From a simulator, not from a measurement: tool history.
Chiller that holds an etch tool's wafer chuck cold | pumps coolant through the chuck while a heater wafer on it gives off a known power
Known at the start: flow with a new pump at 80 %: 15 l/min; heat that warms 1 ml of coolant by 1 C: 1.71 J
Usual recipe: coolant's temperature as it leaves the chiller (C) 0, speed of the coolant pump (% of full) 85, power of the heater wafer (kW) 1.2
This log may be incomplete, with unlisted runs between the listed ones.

run      day  coolant's temperature as it leaves the chiller (C)  speed of the coolant pump (% of full)  power of the heater wafer (kW)  chuck's temperature once it has settled (C)  how much warmer the coolant comes back (C)
  1        0                                                   0                                     85                             1.2                                         6.92                                        2.64
       1.758  -- chiller's thermometer calibrated
  2     4.95                                                   0                                     85                             1.2                                         6.82                                        2.64
  3    8.462                                                   0                                     85                             1.2                                         6.82                                        2.64
  4   11.758                                                   0                                     85                             1.2                                         6.93                                        2.63
  5   14.854                                                   0                                     85                             1.2                                         6.89                                        2.65
  6   22.075                                                   0                                     85                             1.2                                         6.98                                        2.67
  7   27.579                                                   0                                     85                             1.2                                         6.91                                        2.68
  8   32.712                                                   0                                     85                             1.2                                         7.02                                        2.63
  9   36.042                                                   0                                     85                             1.2                                         7.02                                        2.63
 10   40.379                                                   0                                     85                           0.706                                         4.07                                        1.51
 11   45.712                                                   0                                     85                           0.706                                          4.3                                        1.54
 12   50.492                                                   0                                     73                           0.706                                         4.85                                        1.83
 13   54.292                                                   0                                     73                           0.941                                         6.41                                        2.41
 14   60.804                                                   0                                     73                           0.941                                         6.64                                         2.4
 15   65.496                                                   0                                     73                           0.941                                         6.32                                         2.4
 16   69.588                                                   0                                     73                           0.941                                         6.49                                        2.44
 17   73.742                                                   5                                     85                           0.942                                        10.64                                        2.06
 18   79.092                                                   5                                     85                           0.942                                        10.67                                        2.05
 19   86.458                                                  -9                                     68                           0.739                                        -3.47                                        2.08
 20   93.138                                                  -9                                     68                           0.739                                        -3.47                                        2.03
 21   99.492                                                  -9                                     68                           0.952                                        -1.91                                        2.62
     102.471  -- chiller's thermometer calibrated
 22  106.408                                                   6                                     68                            1.22                                        15.04                                        3.42
 23    111.5                                                  10                                     65                           0.644                                        15.17                                        1.93
 24  116.279                                                   2                                     84                           0.852                                         7.08                                         1.9
 25  119.317                                                   2                                     85                             1.2                                         9.19                                        2.68
 26  123.312                                                   4                                     85                           0.643                                         8.07                                         1.4
 27  129.421                                                   1                                     83                           0.802                                         6.13                                         1.8
 28  132.992                                                  -7                                     71                           1.689                                         5.01                                        4.51
     140.425  -- coolant changed, channels flushed
 29    140.6                                                  -7                                     86                             1.2                                         0.16                                         2.6
 30  145.071                                                  -9                                     95                           0.737                                         -4.8                                        1.43

What if the next run were any one of these 3? Each begins from the tool's condition after run 30:
  A  148.408                                                   0                                     83                           1.778                                            ?                                           ?
  B  148.408                                                   3                                     85                           0.737                                            ?                                           ?
  C  148.408                                                   9                                     65                           0.872                                            ?                                           ?

run  chuck's temperature once it has settled (C)  how much warmer the coolant comes back (C)
  A                                        10.77                                        4.06
  B                                          7.7                                        1.63
  C                                        16.02                                        2.54
Take away the tool's hidden state, keep each run's random variation, and the runs would have read:
run  chuck's temperature once it has settled (C)  how much warmer the coolant comes back (C)
  A                                        10.27                                        4.05
  B                                         7.22                                        1.62
  C                                        15.54                                        2.54

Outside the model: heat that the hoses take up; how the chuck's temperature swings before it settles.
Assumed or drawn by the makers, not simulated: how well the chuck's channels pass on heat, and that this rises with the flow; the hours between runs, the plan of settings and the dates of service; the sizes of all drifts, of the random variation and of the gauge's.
